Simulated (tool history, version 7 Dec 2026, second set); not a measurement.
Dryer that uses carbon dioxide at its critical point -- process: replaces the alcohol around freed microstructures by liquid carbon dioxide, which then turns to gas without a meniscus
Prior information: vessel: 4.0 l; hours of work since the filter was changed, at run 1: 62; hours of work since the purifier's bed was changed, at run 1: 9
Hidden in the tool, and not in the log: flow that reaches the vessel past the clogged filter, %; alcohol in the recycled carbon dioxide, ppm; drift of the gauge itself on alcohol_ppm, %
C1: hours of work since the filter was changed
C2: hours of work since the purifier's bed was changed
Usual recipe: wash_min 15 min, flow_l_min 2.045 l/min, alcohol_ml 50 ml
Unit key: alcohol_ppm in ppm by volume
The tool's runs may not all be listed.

run 1 hour=0 | wash_min=15 flow_l_min=2.045 alcohol_ml=50 | C1=62 C2=9 | alcohol_ppm=31
run 2 hour=14.6 | wash_min=15 flow_l_min=2.045 alcohol_ml=50 | C1=70 C2=17 | alcohol_ppm=27
run 3 hour=28.7 | wash_min=15 flow_l_min=2.045 alcohol_ml=50 | C1=77 C2=24 | alcohol_ppm=40
run 4 hour=44.1 | wash_min=15 flow_l_min=2.045 alcohol_ml=50 | C1=85 C2=32 | alcohol_ppm=33
run 5 hour=50.6 | wash_min=15 flow_l_min=2.045 alcohol_ml=50 | C1=89 C2=35 | alcohol_ppm=32
run 6 hour=65.6 | wash_min=15 flow_l_min=2.045 alcohol_ml=43 | C1=96 C2=43 | alcohol_ppm=28
run 7 hour=72.8 | wash_min=15 flow_l_min=2.045 alcohol_ml=33 | C1=100 C2=47 | alcohol_ppm=24
run 8 hour=82.2 | wash_min=21 flow_l_min=2.045 alcohol_ml=50 | C1=105 C2=52 | alcohol_ppm=12
run 9 hour=94.2 | wash_min=15 flow_l_min=2.045 alcohol_ml=50 | C1=111 C2=58 | alcohol_ppm=31
run 10 hour=103.9 | wash_min=15 flow_l_min=2.045 alcohol_ml=50 | C1=116 C2=63 | alcohol_ppm=35
run 11 hour=113.7 | wash_min=15 flow_l_min=2.22 alcohol_ml=50 | C1=121 C2=68 | alcohol_ppm=24
run 12 hour=129 | wash_min=15 flow_l_min=2.045 alcohol_ml=50 | C1=129 C2=76 | alcohol_ppm=36
run 13 hour=137.3 | wash_min=15 flow_l_min=2.045 alcohol_ml=50 | C1=133 C2=80 | alcohol_ppm=45
run 14 hour=152.9 | wash_min=15 flow_l_min=2.045 alcohol_ml=50 | C1=141 C2=88 | alcohol_ppm=43
run 15 hour=162.6 | wash_min=11 flow_l_min=1.47 alcohol_ml=50 | C1=146 C2=93 | alcohol_ppm=571
run 16 hour=176.9 | wash_min=23 flow_l_min=1.39 alcohol_ml=28 | C1=154 C2=101 | alcohol_ppm=32
run 17 hour=191.7 | wash_min=11 flow_l_min=2.83 alcohol_ml=50 | C1=162 C2=108 | alcohol_ppm=35
run 18 hour=202.2 | wash_min=11 flow_l_min=2.83 alcohol_ml=50 | C1=167 C2=114 | alcohol_ppm=38
run 19 hour=217.9 | wash_min=15 flow_l_min=2.25 alcohol_ml=33 | C1=175 C2=122 | alcohol_ppm=23
run 20 hour=224.8 | wash_min=15 flow_l_min=2.25 alcohol_ml=33 | C1=179 C2=126 | alcohol_ppm=24
run 21 hour=237.3 | wash_min=15 flow_l_min=2.25 alcohol_ml=33 | C1=185 C2=132 | alcohol_ppm=23
run 22 hour=246.4 | wash_min=15 flow_l_min=2.79 alcohol_ml=66 | C1=190 C2=137 | alcohol_ppm=19
run 23 hour=254.8 | wash_min=15 flow_l_min=1.94 alcohol_ml=38 | C1=194 C2=141 | alcohol_ppm=49

3 options for the next run, each taken on its own from the tool as it stands now. Forecast them:
run A hour=263.8 | wash_min=17 flow_l_min=2.67 alcohol_ml=38 | C1=199 C2=146 | alcohol_ppm=?
run B hour=263.8 | wash_min=15 flow_l_min=2.74 alcohol_ml=111 | C1=199 C2=146 | alcohol_ppm=?
run C hour=263.8 | wash_min=15 flow_l_min=2.045 alcohol_ml=31 | C1=199 C2=146 | alcohol_ppm=?

run=A alcohol_ppm=15
run=B alcohol_ppm=23
run=C alcohol_ppm=36
Take away the tool's hidden state, keep each run's random variation, and the runs would have read:
run=A alcohol_ppm=6
run=B alcohol_ppm=10
run=C alcohol_ppm=19
